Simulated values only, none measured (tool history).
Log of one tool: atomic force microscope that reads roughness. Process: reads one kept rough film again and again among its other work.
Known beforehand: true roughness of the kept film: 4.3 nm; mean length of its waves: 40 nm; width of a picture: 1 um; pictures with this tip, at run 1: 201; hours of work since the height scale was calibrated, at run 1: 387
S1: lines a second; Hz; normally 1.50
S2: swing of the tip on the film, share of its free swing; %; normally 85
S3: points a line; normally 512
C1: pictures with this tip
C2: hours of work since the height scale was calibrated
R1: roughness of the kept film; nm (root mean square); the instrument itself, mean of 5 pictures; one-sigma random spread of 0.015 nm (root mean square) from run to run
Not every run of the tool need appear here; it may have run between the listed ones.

run	hour	S1	S2	S3	C1	C2	R1
1	0.0	1.50	85	512	201	387	3.286
2	24.5	1.50	81	512	232	397	3.279
3	45.2	1.50	81	512	258	406	3.239
4	63.0	1.50	81	512	281	414	3.222
5	87.4	1.50	81	512	312	425	3.184
6	115.8	1.50	85	694	348	437	3.107
7	131.7	0.72	85	512	368	444	3.224
# hour 139.3: new tip fitted
8	164.6	1.50	85	512	31	458	3.609
9	181.6	1.50	85	512	53	466	3.550
10	210.6	1.50	85	512	90	479	3.511
11	225.9	1.50	85	512	109	485	3.459
12	257.5	1.50	85	512	149	499	3.413
13	280.7	0.64	85	512	178	509	3.535
14	308.6	0.64	85	512	213	521	3.485
15	337.0	1.50	85	512	249	534	3.271
16	365.5	1.50	85	512	285	546	3.161
17	379.7	1.50	85	512	303	553	3.125
18	400.5	2.74	85	512	329	562	2.919
19	432.9	1.50	85	512	370	576	3.089
# hour 438.7: new tip fitted
20	457.5	1.50	85	512	24	586	3.594
21	482.7	0.67	85	512	56	597	3.694
22	497.9	1.50	85	512	75	604	3.504
23	520.8	1.50	85	512	104	614	3.462
24	541.8	1.50	85	512	130	623	3.413
25	564.3	1.50	85	512	159	633	3.372
26	587.4	1.50	85	512	188	643	3.307
27	602.4	1.50	85	512	207	650	3.315
28	631.0	2.45	75	370	243	662	3.227

What will run 29 give?
29	652.7	1.50	79	449	270	672	?

{"run 29": {"R1": 3.264}}
The same run, on a tool lacking any hidden state, would have yielded R1 3.719 nm (root mean square).
